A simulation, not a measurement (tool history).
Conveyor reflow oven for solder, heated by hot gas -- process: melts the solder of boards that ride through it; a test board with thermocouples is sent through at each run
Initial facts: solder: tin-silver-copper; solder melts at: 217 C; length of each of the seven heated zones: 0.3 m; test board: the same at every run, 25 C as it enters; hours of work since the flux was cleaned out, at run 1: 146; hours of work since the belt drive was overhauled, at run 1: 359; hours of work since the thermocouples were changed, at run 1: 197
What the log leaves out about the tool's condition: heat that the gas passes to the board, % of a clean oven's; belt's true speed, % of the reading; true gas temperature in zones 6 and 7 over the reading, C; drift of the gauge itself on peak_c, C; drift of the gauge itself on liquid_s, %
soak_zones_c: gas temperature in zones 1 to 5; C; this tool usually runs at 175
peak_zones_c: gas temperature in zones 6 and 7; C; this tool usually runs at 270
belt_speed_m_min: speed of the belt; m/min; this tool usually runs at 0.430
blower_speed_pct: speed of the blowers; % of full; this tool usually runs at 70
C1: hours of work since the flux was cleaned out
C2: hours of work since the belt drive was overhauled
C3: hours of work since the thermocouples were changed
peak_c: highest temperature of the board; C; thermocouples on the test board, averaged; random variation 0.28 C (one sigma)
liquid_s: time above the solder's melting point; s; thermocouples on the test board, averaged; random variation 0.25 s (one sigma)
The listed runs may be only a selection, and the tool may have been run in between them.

Run 1, hour 0.0: usual settings; C1 146; C2 359; C3 197. Result: peak_c 254.8 C, liquid_s 64.8 s.
Run 2, hour 15.5: usual settings; C1 155; C2 369; C3 206. Result: peak_c 254.5 C, liquid_s 65.2 s.
Run 3, hour 36.3: usual settings but peak_zones_c 271 C; C1 168; C2 381; C3 219. Result: peak_c 256.1 C, liquid_s 65.1 s.
Run 4, hour 52.5: usual settings but peak_zones_c 271 C; C1 178; C2 391; C3 229. Result: peak_c 255.3 C, liquid_s 65.1 s.
Run 5, hour 74.4: usual settings but blower_speed_pct 51 % of full; C1 191; C2 404; C3 242. Result: peak_c 250.1 C, liquid_s 59.9 s.
Run 6, hour 96.5: usual settings but blower_speed_pct 77 % of full; C1 204; C2 418; C3 255. Result: peak_c 255.9 C, liquid_s 65.6 s.
Run 7, hour 115.9: usual settings but blower_speed_pct 77 % of full; C1 216; C2 429; C3 267. Result: peak_c 256.3 C, liquid_s 66.0 s.
Run 8, hour 132.4: usual settings but blower_speed_pct 71 % of full; C1 226; C2 439; C3 277. Result: peak_c 255.2 C, liquid_s 65.2 s.
At hour 148.5: flux residue cleaned out of gas plates and filters.
Run 9, hour 157.7: usual settings but blower_speed_pct 71 % of full; C1 6; C2 452; C3 289. Result: peak_c 255.3 C, liquid_s 65.2 s.
Run 10, hour 182.7: usual settings; C1 21; C2 467; C3 304. Result: peak_c 254.6 C, liquid_s 65.4 s.
Run 11, hour 197.8: usual settings; C1 30; C2 476; C3 313. Result: peak_c 254.9 C, liquid_s 65.3 s.
Run 12, hour 217.6: usual settings; C1 42; C2 488; C3 325. Result: peak_c 255.0 C, liquid_s 64.9 s.
Run 13, hour 237.1: usual settings; C1 53; C2 499; C3 337. Result: peak_c 254.9 C, liquid_s 65.2 s.
Run 14, hour 255.9: usual settings but blower_speed_pct 82 % of full; C1 65; C2 511; C3 348. Result: peak_c 256.9 C, liquid_s 66.9 s.
Run 15, hour 267.0: usual settings but blower_speed_pct 82 % of full; C1 71; C2 518; C3 355. Result: peak_c 257.3 C, liquid_s 67.1 s.
Run 16, hour 282.1: usual settings but soak_zones_c 187 C, peak_zones_c 284 C, belt_speed_m_min 0.459 m/min, blower_speed_pct 56 % of full; C1 81; C2 527; C3 364. Result: peak_c 263.4 C, liquid_s 69.8 s.
Run 17, hour 303.4: usual settings but peak_zones_c 283 C, belt_speed_m_min 0.508 m/min, blower_speed_pct 87 % of full; C1 93; C2 540; C3 377. Result: peak_c 263.6 C, liquid_s 59.5 s.
Run 18, hour 314.7: usual settings but soak_zones_c 167 C, peak_zones_c 279 C, belt_speed_m_min 0.351 m/min, blower_speed_pct 88 % of full; C1 100; C2 546; C3 384. Result: peak_c 270.0 C, liquid_s 88.4 s.
Run 19, hour 340.0: usual settings but soak_zones_c 166 C, peak_zones_c 284 C, belt_speed_m_min 0.373 m/min, blower_speed_pct 64 % of full; C1 116; C2 562; C3 399. Result: peak_c 268.9 C, liquid_s 81.3 s.
Run 20, hour 352.0: usual settings but peak_zones_c 269 C, belt_speed_m_min 0.485 m/min, blower_speed_pct 77 % of full; C1 123; C2 569; C3 406. Result: peak_c 251.7 C, liquid_s 55.1 s.
Run 21, hour 374.5: usual settings but peak_zones_c 269 C, belt_speed_m_min 0.485 m/min, blower_speed_pct 77 % of full; C1 136; C2 582; C3 420. Result: peak_c 251.2 C, liquid_s 54.5 s.
Run 22, hour 388.9: usual settings but soak_zones_c 169 C, peak_zones_c 260 C, belt_speed_m_min 0.373 m/min, blower_speed_pct 56 % of full; C1 145; C2 591; C3 429. Result: peak_c 245.7 C, liquid_s 65.3 s.
Run 23, hour 408.9: usual settings but soak_zones_c 169 C, peak_zones_c 264 C, belt_speed_m_min 0.518 m/min, blower_speed_pct 56 % of full; C1 157; C2 603; C3 441. Result: peak_c 238.2 C, liquid_s 36.0 s.
Run 24, hour 428.2: usual settings but soak_zones_c 182 C, blower_speed_pct 88 % of full; C1 169; C2 615; C3 452. Result: peak_c 258.4 C, liquid_s 70.7 s.
Run 25, hour 448.3: usual settings but soak_zones_c 188 C, blower_speed_pct 84 % of full; C1 181; C2 627; C3 465. Result: peak_c 258.6 C, liquid_s 73.3 s.
Run 26, hour 460.6: usual settings but peak_zones_c 285 C, belt_speed_m_min 0.496 m/min; C1 188; C2 634; C3 472. Result: peak_c 262.2 C, liquid_s 59.7 s.
Run 27, hour 481.2: usual settings but peak_zones_c 285 C, belt_speed_m_min 0.390 m/min, blower_speed_pct 63 % of full; C1 201; C2 647; C3 484. Result: peak_c 269.3 C, liquid_s 81.0 s.
Run 28, hour 492.7: usual settings but belt_speed_m_min 0.393 m/min, blower_speed_pct 72 % of full; C1 208; C2 654; C3 491. Result: peak_c 257.7 C, liquid_s 74.0 s.
Run 29, hour 506.8: usual settings but soak_zones_c 188 C; C1 216; C2 662; C3 500. Result: peak_c 256.8 C, liquid_s 72.2 s.
Run 30, hour 519.2: usual settings but soak_zones_c 188 C; C1 224; C2 670; C3 507. Result: peak_c 257.0 C, liquid_s 71.6 s.

What differs in the tool's unlogged condition from the final listed run ahead of each entry between runs to the first listed run following it?
From run 8 to run 9: flux residue cleaned out of gas plates and filters (hour 148.5)
  heat that the gas passes to the board, % of a clean oven's: 99.5 -> 100; true gas temperature in zones 6 and 7 over the reading, C: -0.02 -> -0.01
